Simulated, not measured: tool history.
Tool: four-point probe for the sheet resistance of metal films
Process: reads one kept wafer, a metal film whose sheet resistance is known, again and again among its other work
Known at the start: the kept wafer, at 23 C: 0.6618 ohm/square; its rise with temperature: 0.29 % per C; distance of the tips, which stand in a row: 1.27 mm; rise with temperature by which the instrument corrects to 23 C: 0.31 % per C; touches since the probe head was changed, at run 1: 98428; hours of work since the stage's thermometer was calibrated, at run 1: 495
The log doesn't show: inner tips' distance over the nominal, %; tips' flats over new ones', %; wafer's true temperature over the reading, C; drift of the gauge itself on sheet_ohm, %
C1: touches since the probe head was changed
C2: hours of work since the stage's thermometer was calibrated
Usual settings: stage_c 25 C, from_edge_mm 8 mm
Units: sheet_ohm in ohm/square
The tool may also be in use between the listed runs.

Run 1, hour 0: usual settings; C1 98428; C2 495. Result: sheet_ohm 0.670331 ohm/square.
Run 2, hour 64.1: usual settings but stage_c 20 C; C1 100834; C2 528. Result: sheet_ohm 0.671023 ohm/square.
Run 3, hour 109.7: usual settings but stage_c 20 C; C1 102550; C2 552. Result: sheet_ohm 0.671093 ohm/square.
Run 4, hour 153.3: usual settings but stage_c 20 C; C1 104188; C2 575. Result: sheet_ohm 0.671096 ohm/square.
Run 5, hour 211: usual settings but stage_c 20 C; C1 106355; C2 605. Result: sheet_ohm 0.671151 ohm/square.
Run 6, hour 277.1: usual settings but stage_c 20 C; C1 108839; C2 640. Result: sheet_ohm 0.670984 ohm/square.
Run 7, hour 306.1: usual settings but from_edge_mm 5 mm; C1 109927; C2 655. Result: sheet_ohm 0.683847 ohm/square.
Run 8, hour 358.4: usual settings but stage_c 21 C, from_edge_mm 5 mm; C1 111892; C2 682. Result: sheet_ohm 0.6843 ohm/square.
Run 9, hour 420.5: usual settings but stage_c 21 C, from_edge_mm 5 mm; C1 114226; C2 715. Result: sheet_ohm 0.684474 ohm/square.
Run 10, hour 461.3: usual settings; C1 115757; C2 736. Result: sheet_ohm 0.67051 ohm/square.
Run 11, hour 515.8: usual settings but from_edge_mm 30 mm; C1 117808; C2 764. Result: sheet_ohm 0.662307 ohm/square.
Run 12, hour 564.6: usual settings but from_edge_mm 30 mm; C1 119641; C2 790. Result: sheet_ohm 0.662096 ohm/square.
Run 13, hour 607.6: usual settings but from_edge_mm 30 mm; C1 121255; C2 812. Result: sheet_ohm 0.662217 ohm/square.
Run 14, hour 653.1: usual settings; C1 122964; C2 836. Result: sheet_ohm 0.670371 ohm/square.
Run 15, hour 690.2: usual settings; C1 124361; C2 855. Result: sheet_ohm 0.670671 ohm/square.
Run 16, hour 754.1: usual settings but from_edge_mm 16 mm; C1 126760; C2 889. Result: sheet_ohm 0.66386 ohm/square.
Run 17, hour 805: usual settings but from_edge_mm 13 mm; C1 128673; C2 915. Result: sheet_ohm 0.665048 ohm/square.
Run 18, hour 868.7: usual settings but from_edge_mm 13 mm; C1 131067; C2 949. Result: sheet_ohm 0.665321 ohm/square.
Run 19, hour 909.4: usual settings but from_edge_mm 13 mm; C1 132594; C2 970. Result: sheet_ohm 0.664911 ohm/square.
Run 20, hour 967.7: usual settings but from_edge_mm 13 mm; C1 134784; C2 1000. Result: sheet_ohm 0.664967 ohm/square.
Run 21, hour 1012.6: usual settings but stage_c 24 C; C1 136473; C2 1024. Result: sheet_ohm 0.670582 ohm/square.
Run 22, hour 1052.4: usual settings but stage_c 20 C; C1 137967; C2 1045. Result: sheet_ohm 0.671172 ohm/square.
Run 23, hour 1108.2: usual settings but stage_c 30 C, from_edge_mm 16 mm; C1 140063; C2 1074. Result: sheet_ohm 0.663208 ohm/square.
Run 24, hour 1170.8: usual settings but stage_c 30 C, from_edge_mm 16 mm; C1 142417; C2 1106. Result: sheet_ohm 0.663163 ohm/square.
Run 25, hour 1228.6: usual settings but stage_c 30 C, from_edge_mm 17 mm; C1 144587; C2 1137. Result: sheet_ohm 0.662871 ohm/square.
Run 26, hour 1277.1: usual settings but stage_c 30 C, from_edge_mm 17 mm; C1 146409; C2 1162. Result: sheet_ohm 0.663197 ohm/square.
Run 27, hour 1304: usual settings but stage_c 24 C, from_edge_mm 6 mm; C1 147420; C2 1176. Result: sheet_ohm 0.677433 ohm/square.

The next listed run, before its measurement:
Run 28, hour 1354.2: usual settings but stage_c 24 C, from_edge_mm 6 mm; C1 149308; C2 1202. Result: sheet_ohm ?.

{"run 28": {"sheet_ohm": 0.677377}}
Without the tool's hidden state the same run would have given sheet_ohm 0.677256 ohm/square.
